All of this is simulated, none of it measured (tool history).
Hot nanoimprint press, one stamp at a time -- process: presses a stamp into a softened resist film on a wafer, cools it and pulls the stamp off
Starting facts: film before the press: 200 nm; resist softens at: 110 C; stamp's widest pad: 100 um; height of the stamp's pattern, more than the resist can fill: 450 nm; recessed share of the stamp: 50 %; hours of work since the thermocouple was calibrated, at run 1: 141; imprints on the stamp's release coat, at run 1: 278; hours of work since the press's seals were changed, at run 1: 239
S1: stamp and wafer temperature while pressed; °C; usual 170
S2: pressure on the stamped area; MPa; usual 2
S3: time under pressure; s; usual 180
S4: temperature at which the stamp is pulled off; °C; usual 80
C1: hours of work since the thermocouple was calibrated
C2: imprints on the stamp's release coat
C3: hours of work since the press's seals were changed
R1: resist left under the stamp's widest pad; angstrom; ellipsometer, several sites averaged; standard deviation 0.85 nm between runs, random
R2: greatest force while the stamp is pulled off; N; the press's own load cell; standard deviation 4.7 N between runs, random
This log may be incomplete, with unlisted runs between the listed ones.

Run 1, hour 0: usual settings; C1 141; C2 278; C3 239. Result: R1 1184 angstrom, R2 242 N.
Run 2, hour 15.2: usual settings; C1 151; C2 346; C3 248. Result: R1 1172 angstrom, R2 250 N.
Run 3, hour 31.2: usual settings; C1 161; C2 417; C3 258. Result: R1 1183 angstrom, R2 253 N.
Run 4, hour 49.9: usual settings; C1 172; C2 501; C3 270. Result: R1 1172 angstrom, R2 259 N.
Run 5, hour 69: usual settings; C1 184; C2 586; C3 282. Result: R1 1181 angstrom, R2 263 N.
Run 6, hour 82.9: usual settings; C1 193; C2 648; C3 290. Result: R1 1165 angstrom, R2 266 N.
Run 7, hour 97.6: usual settings; C1 202; C2 713; C3 300. Result: R1 1175 angstrom, R2 271 N.
Run 8, hour 114.9: usual settings but S1 172 °C; C1 213; C2 791; C3 310. Result: R1 1083 angstrom, R2 276 N.
At hour 135.6: stamp cleaned and given a new release coat.
Run 9, hour 138.6: usual settings but S1 172 °C; C1 224; C2 14; C3 321. Result: R1 1089 angstrom, R2 238 N.
Run 10, hour 157.1: usual settings but S1 172 °C; C1 236; C2 96; C3 333. Result: R1 1086 angstrom, R2 241 N.
Run 11, hour 172.4: usual settings; C1 245; C2 164; C3 342. Result: R1 1192 angstrom, R2 239 N.
Run 12, hour 190: usual settings; C1 256; C2 243; C3 353. Result: R1 1189 angstrom, R2 247 N.
At hour 194.3: plate thermocouple calibrated.
Run 13, hour 202.9: usual settings; C1 5; C2 287; C3 360. Result: R1 1211 angstrom, R2 250 N.
Run 14, hour 212.7: usual settings but S1 172 °C; C1 11; C2 331; C3 366. Result: R1 1121 angstrom, R2 238 N.
Run 15, hour 221.3: usual settings but S1 172 °C; C1 17; C2 369; C3 371. Result: R1 1116 angstrom, R2 251 N.
Run 16, hour 233.8: usual settings but S2 1.85 MPa, S3 212 s; C1 25; C2 425; C3 379. Result: R1 1178 angstrom, R2 258 N.
Run 17, hour 247.7: usual settings but S1 167 °C, S2 1.5 MPa, S3 212 s; C1 33; C2 487; C3 388. Result: R1 1428 angstrom, R2 263 N.
Run 18, hour 266: usual settings but S1 177 °C, S2 1.5 MPa, S3 295 s; C1 45; C2 569; C3 399. Result: R1 819 angstrom, R2 257 N.
Run 19, hour 276.3: usual settings but S1 178 °C, S2 1.24 MPa, S3 104 s, S4 71 °C; C1 51; C2 615; C3 405. Result: R1 1222 angstrom, R2 294 N.
At hour 289.7: plate thermocouple calibrated, once more.
Run 20, hour 296.3: usual settings but S1 178 °C, S2 1.24 MPa, S3 104 s, S4 71 °C; C1 4; C2 691; C3 416. Result: R1 1173 angstrom, R2 286 N.
Run 21, hour 306.6: usual settings but S2 1.83 MPa, S3 322 s; C1 11; C2 736; C3 422. Result: R1 990 angstrom, R2 274 N.
Run 22, hour 324.8: usual settings but S2 1.83 MPa, S3 322 s; C1 22; C2 817; C3 434. Result: R1 982 angstrom, R2 282 N.
At hour 339.4: stamp cleaned and given a new release coat.
Run 23, hour 341.9: usual settings but S2 1.83 MPa, S3 322 s; C1 29; C2 11; C3 441. Result: R1 995 angstrom, R2 237 N.
Run 24, hour 351.6: usual settings but S2 1.83 MPa, S3 322 s; C1 35; C2 55; C3 447. Result: R1 991 angstrom, R2 228 N.
Run 25, hour 371: usual settings but S2 1.83 MPa, S3 322 s; C1 47; C2 141; C3 459. Result: R1 989 angstrom, R2 243 N.
Run 26, hour 388.2: usual settings but S2 1.83 MPa, S3 184 s; C1 58; C2 217; C3 469. Result: R1 1206 angstrom, R2 243 N.
Run 27, hour 405.3: usual settings but S2 1.85 MPa; C1 68; C2 294; C3 480. Result: R1 1203 angstrom, R2 243 N.
Run 28, hour 416.5: usual settings but S1 164 °C, S2 2.4 MPa, S3 332 s, S4 84 °C; C1 75; C2 344; C3 487. Result: R1 1184 angstrom, R2 238 N.
Run 29, hour 427: usual settings but S1 172 °C, S2 2.46 MPa, S3 98 s, S4 71 °C; C1 82; C2 391; C3 494. Result: R1 1231 angstrom, R2 265 N.

Forecast each of these 4 alternatives for the next run:
Run A, hour 438.9: usual settings but S1 172 °C, S2 2.46 MPa, S3 98 s, S4 66 °C; C1 89; C2 444; C3 501. Result: R1 ?, R2 ?.
Run B, hour 438.9: usual settings but S1 167 °C, S2 1.4 MPa, S3 98 s, S4 71 °C; C1 89; C2 444; C3 501. Result: R1 ?, R2 ?.
Run C, hour 438.9: usual settings but S1 169 °C, S2 2.45 MPa, S4 76 °C; C1 89; C2 444; C3 501. Result: R1 ?, R2 ?.
Run D, hour 438.9: usual settings but S1 162 °C, S3 239 s, S4 86 °C; C1 89; C2 444; C3 501. Result: R1 ?, R2 ?.

run    R1   R2
  A  1219  302
  B  1667  272
  C  1134  257
  D  1498  242
The same runs, with their run-to-run variation unchanged, on a tool lacking any hidden condition would have given:
run    R1   R2
  A  1194  273
  B  1654  245
  C  1110  232
  D  1478  218
